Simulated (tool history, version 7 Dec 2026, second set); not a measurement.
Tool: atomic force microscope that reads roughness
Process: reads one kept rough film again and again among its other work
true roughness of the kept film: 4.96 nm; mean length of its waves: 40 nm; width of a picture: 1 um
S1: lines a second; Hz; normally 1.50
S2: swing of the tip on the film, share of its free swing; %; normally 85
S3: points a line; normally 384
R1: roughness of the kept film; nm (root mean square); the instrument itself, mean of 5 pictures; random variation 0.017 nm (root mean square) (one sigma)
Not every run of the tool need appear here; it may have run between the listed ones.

run	hour	S1	S2	S3	R1
1	0.0	1.50	85	384	3.944
2	55.3	1.50	85	816	3.876
3	101.7	1.50	85	816	3.787
4	158.3	1.50	85	816	3.695
# hour 202.1: new tip fitted
5	217.4	1.50	85	816	3.991
6	252.7	1.50	85	384	3.902
7	303.3	1.50	85	384	3.826
8	362.1	1.50	85	384	3.705
9	403.2	1.50	85	384	3.654
# hour 436.3: new tip fitted
10	436.3	3.65	85	384	3.459
11	465.7	3.65	85	384	3.438
12	512.8	3.65	85	384	3.324
13	573.9	1.50	85	384	3.745
14	628.1	1.50	67	384	3.942
# hour 671.4: new tip fitted
15	673.4	1.50	67	451	4.244
16	701.6	1.50	67	451	4.216
17	735.7	1.50	67	451	4.124
18	775.1	1.97	83	384	3.727
19	809.4	1.13	85	641	3.855
20	867.3	1.50	65	384	3.932
# hour 906.4: new tip fitted
21	906.4	0.93	85	791	4.153
22	944.3	1.57	79	715	3.993
23	970.1	1.57	67	599	4.115
24	1020.7	1.57	67	599	4.008
25	1071.4	1.85	85	839	3.618
26	1120.4	1.85	85	839	3.508
# hour 1142.1: new tip fitted
27	1172.1	1.85	85	839	3.822
28	1217.6	0.70	73	384	4.136
29	1273.4	3.61	80	842	3.427
30	1305.8	3.61	80	389	3.345
31	1346.8	3.61	80	389	3.310
# hour 1377.3: new tip fitted
# hour 1378.3: height scale calibrated on a step standard
32	1409.3	3.61	80	389	3.659
33	1443.4	1.26	72	384	4.199
34	1481.6	1.71	57	384	4.182

Here are 4 independent what-if runs from the current tool condition. What would each one return?
A	1529.2	1.55	85	384	?
B	1529.2	1.71	57	432	?
C	1529.2	1.71	80	754	?
D	1529.2	0.60	82	384	?

run	R1
A	3.783
B	4.151
C	3.861
D	4.073
Had the tool no hidden state, the same runs would have come out as:
run	R1
A	4.058
B	4.452
C	4.142
D	4.369

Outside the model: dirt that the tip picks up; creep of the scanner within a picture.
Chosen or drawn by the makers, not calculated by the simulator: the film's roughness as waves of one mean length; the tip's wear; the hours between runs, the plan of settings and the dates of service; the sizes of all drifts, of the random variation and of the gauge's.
